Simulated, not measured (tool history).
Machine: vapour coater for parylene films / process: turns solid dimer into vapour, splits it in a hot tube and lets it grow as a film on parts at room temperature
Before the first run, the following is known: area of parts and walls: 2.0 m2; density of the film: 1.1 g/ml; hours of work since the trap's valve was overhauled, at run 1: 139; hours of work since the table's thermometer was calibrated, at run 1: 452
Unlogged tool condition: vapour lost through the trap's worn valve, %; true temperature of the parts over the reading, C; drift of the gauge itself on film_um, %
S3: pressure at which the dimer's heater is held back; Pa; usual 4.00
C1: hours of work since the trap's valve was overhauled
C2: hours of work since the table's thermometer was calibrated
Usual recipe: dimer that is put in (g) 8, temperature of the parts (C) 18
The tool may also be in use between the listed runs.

Run 1, hour 0.0: usual settings; C1 139; C2 452. Result: thickness of the film (µm) 2.56.
Run 2, hour 22.1: usual settings but temperature of the parts (C) 26; C1 157; C2 470. Result: thickness of the film (µm) 1.72.
Run 3, hour 40.5: usual settings but temperature of the parts (C) 21; C1 172; C2 486. Result: thickness of the film (µm) 2.17.
Run 4, hour 50.9: usual settings but temperature of the parts (C) 21; C1 181; C2 494. Result: thickness of the film (µm) 2.21.
Run 5, hour 65.7: usual settings but temperature of the parts (C) 21; C1 193; C2 506. Result: thickness of the film (µm) 2.18.
Run 6, hour 75.1: usual settings but temperature of the parts (C) 21; C1 201; C2 514. Result: thickness of the film (µm) 2.20.
Run 7, hour 97.3: usual settings but temperature of the parts (C) 21; C1 220; C2 533. Result: thickness of the film (µm) 2.14.
Run 8, hour 109.6: usual settings but dimer that is put in (g) 5; C1 230; C2 543. Result: thickness of the film (µm) 1.54.
Run 9, hour 132.1: usual settings but dimer that is put in (g) 5; C1 248; C2 562. Result: thickness of the film (µm) 1.55.
Run 10, hour 143.6: usual settings but dimer that is put in (g) 4; C1 258; C2 571. Result: thickness of the film (µm) 1.22.
Run 11, hour 157.8: usual settings but dimer that is put in (g) 4; C1 270; C2 583. Result: thickness of the film (µm) 1.20.
Run 12, hour 167.1: usual settings but dimer that is put in (g) 4; C1 278; C2 591. Result: thickness of the film (µm) 1.22.
Run 13, hour 179.1: usual settings but dimer that is put in (g) 4; C1 287; C2 601. Result: thickness of the film (µm) 1.20.
Run 14, hour 201.8: usual settings but dimer that is put in (g) 4, S3 6.52 Pa; C1 306; C2 620. Result: thickness of the film (µm) 1.13.
Run 15, hour 221.7: usual settings but dimer that is put in (g) 4, S3 6.52 Pa; C1 323; C2 636. Result: thickness of the film (µm) 1.16.
Run 16, hour 236.5: usual settings but dimer that is put in (g) 4, S3 6.52 Pa; C1 335; C2 648. Result: thickness of the film (µm) 1.11.
Run 17, hour 256.0: usual settings but dimer that is put in (g) 4, S3 6.52 Pa; C1 351; C2 665. Result: thickness of the film (µm) 1.12.
Run 18, hour 269.6: usual settings; C1 363; C2 676. Result: thickness of the film (µm) 2.40.
Run 19, hour 290.7: usual settings; C1 380; C2 693. Result: thickness of the film (µm) 2.38.
Run 20, hour 311.4: usual settings but temperature of the parts (C) 11; C1 397; C2 711. Result: thickness of the film (µm) 3.19.
Run 21, hour 331.7: usual settings but temperature of the parts (C) 11; C1 414; C2 728. Result: thickness of the film (µm) 3.21.
Run 22, hour 353.1: usual settings but temperature of the parts (C) 11; C1 432; C2 745. Result: thickness of the film (µm) 3.15.
Run 23, hour 369.3: usual settings but temperature of the parts (C) 11; C1 446; C2 759. Result: thickness of the film (µm) 3.15.
Run 24, hour 380.9: usual settings but temperature of the parts (C) 17, S3 2.23 Pa; C1 455; C2 768. Result: thickness of the film (µm) 2.66.
Run 25, hour 401.4: usual settings but dimer that is put in (g) 12, temperature of the parts (C) 17, S3 2.20 Pa; C1 472; C2 785. Result: thickness of the film (µm) 3.98.
Run 26, hour 414.9: usual settings but dimer that is put in (g) 3; C1 483; C2 797. Result: thickness of the film (µm) 0.84.
Run 27, hour 434.6: usual settings but dimer that is put in (g) 4, temperature of the parts (C) 21; C1 500; C2 813. Result: thickness of the film (µm) 1.00.
Run 28, hour 457.1: usual settings but dimer that is put in (g) 4, temperature of the parts (C) 21; C1 519; C2 832. Result: thickness of the film (µm) 0.99.
Run 29, hour 473.9: usual settings but dimer that is put in (g) 7, temperature of the parts (C) 25, S3 6.04 Pa; C1 533; C2 846. Result: thickness of the film (µm) 1.33.
Run 30, hour 485.9: usual settings but dimer that is put in (g) 3, temperature of the parts (C) 11, S3 2.67 Pa; C1 542; C2 856. Result: thickness of the film (µm) 1.16.
Run 31, hour 502.5: usual settings but temperature of the parts (C) 15, S3 4.34 Pa; C1 556; C2 869. Result: thickness of the film (µm) 2.56.
At hour 521.7: trap's valve overhauled.
Run 32, hour 525.2: usual settings but dimer that is put in (g) 11, S3 5.99 Pa; C1 3; C2 885. Result: thickness of the film (µm) 3.38.
Run 33, hour 535.2: usual settings but dimer that is put in (g) 10, temperature of the parts (C) 23, S3 5.95 Pa; C1 11; C2 893. Result: thickness of the film (µm) 2.42.
Run 34, hour 556.6: usual settings but dimer that is put in (g) 5, temperature of the parts (C) 23, S3 5.95 Pa; C1 29; C2 911. Result: thickness of the film (µm) 1.19.
Run 35, hour 571.2: usual settings but dimer that is put in (g) 3, temperature of the parts (C) 17, S3 5.30 Pa; C1 41; C2 923. Result: thickness of the film (µm) 0.96.
Run 36, hour 585.5: usual settings but dimer that is put in (g) 6, temperature of the parts (C) 21; C1 53; C2 935. Result: thickness of the film (µm) 1.68.
Run 37, hour 607.1: usual settings but dimer that is put in (g) 6, temperature of the parts (C) 21; C1 71; C2 953. Result: thickness of the film (µm) 1.66.
Run 38, hour 625.1: usual settings but dimer that is put in (g) 9, temperature of the parts (C) 16, S3 3.15 Pa; C1 86; C2 968. Result: thickness of the film (µm) 3.25.
Run 39, hour 635.4: usual settings but dimer that is put in (g) 9, S3 3.37 Pa; C1 95; C2 977. Result: thickness of the film (µm) 2.89.
Run 40, hour 654.9: usual settings but dimer that is put in (g) 3, temperature of the parts (C) 29, S3 3.84 Pa; C1 111; C2 993. Result: thickness of the film (µm) 0.56.
Run 41, hour 668.6: usual settings but dimer that is put in (g) 4, temperature of the parts (C) 29, S3 2.03 Pa; C1 122; C2 1004. Result: thickness of the film (µm) 0.79.
Run 42, hour 686.9: usual settings but dimer that is put in (g) 4, temperature of the parts (C) 29, S3 2.03 Pa; C1 137; C2 1019. Result: thickness of the film (µm) 0.81.
Run 43, hour 697.9: usual settings but dimer that is put in (g) 4, temperature of the parts (C) 29, S3 2.03 Pa; C1 147; C2 1029. Result: thickness of the film (µm) 0.81.

What will run 44 give?
Run 44, hour 710.2: usual settings but dimer that is put in (g) 12, temperature of the parts (C) 15, S3 2.13 Pa; C1 157; C2 1039. Result: thickness of the film (µm) ?.

thickness of the film (µm): 4.73
If the tool had no hidden condition, the same run with the same run-to-run variation would have returned thickness of the film (µm) 5.10.

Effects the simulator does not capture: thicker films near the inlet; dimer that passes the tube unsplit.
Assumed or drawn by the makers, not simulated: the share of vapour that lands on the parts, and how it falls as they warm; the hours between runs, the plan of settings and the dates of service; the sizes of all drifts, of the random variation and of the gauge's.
